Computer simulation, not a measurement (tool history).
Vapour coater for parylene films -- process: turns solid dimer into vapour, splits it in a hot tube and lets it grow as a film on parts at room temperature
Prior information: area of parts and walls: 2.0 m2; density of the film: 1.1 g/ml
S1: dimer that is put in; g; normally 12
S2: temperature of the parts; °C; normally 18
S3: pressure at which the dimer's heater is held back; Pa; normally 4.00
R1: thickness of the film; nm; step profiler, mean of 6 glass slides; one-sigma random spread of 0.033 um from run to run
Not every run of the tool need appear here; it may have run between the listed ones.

Run 1, hour 0.0: usual settings. Result: R1 3190 nm.
Run 2, hour 22.6: usual settings but S3 9.46 Pa. Result: R1 2730 nm.
Run 3, hour 57.3: usual settings but S1 15 g. Result: R1 3870 nm.
Run 4, hour 81.3: usual settings but S1 15 g. Result: R1 3870 nm.
Run 5, hour 129.9: usual settings but S3 2.57 Pa. Result: R1 3290 nm.
Run 6, hour 152.8: usual settings but S3 2.57 Pa. Result: R1 3350 nm.
Run 7, hour 180.1: usual settings but S3 7.37 Pa. Result: R1 2710 nm.
Run 8, hour 225.2: usual settings but S3 7.37 Pa. Result: R1 2690 nm.
Run 9, hour 251.3: usual settings. Result: R1 3060 nm.

Expected results for the next run?
Run 10, hour 290.3: usual settings. Result: R1 ?.

R1: 3030 nm
Take away the tool's hidden state, keep the run-to-run variation as it was, and the same run would have given R1 3250 nm.
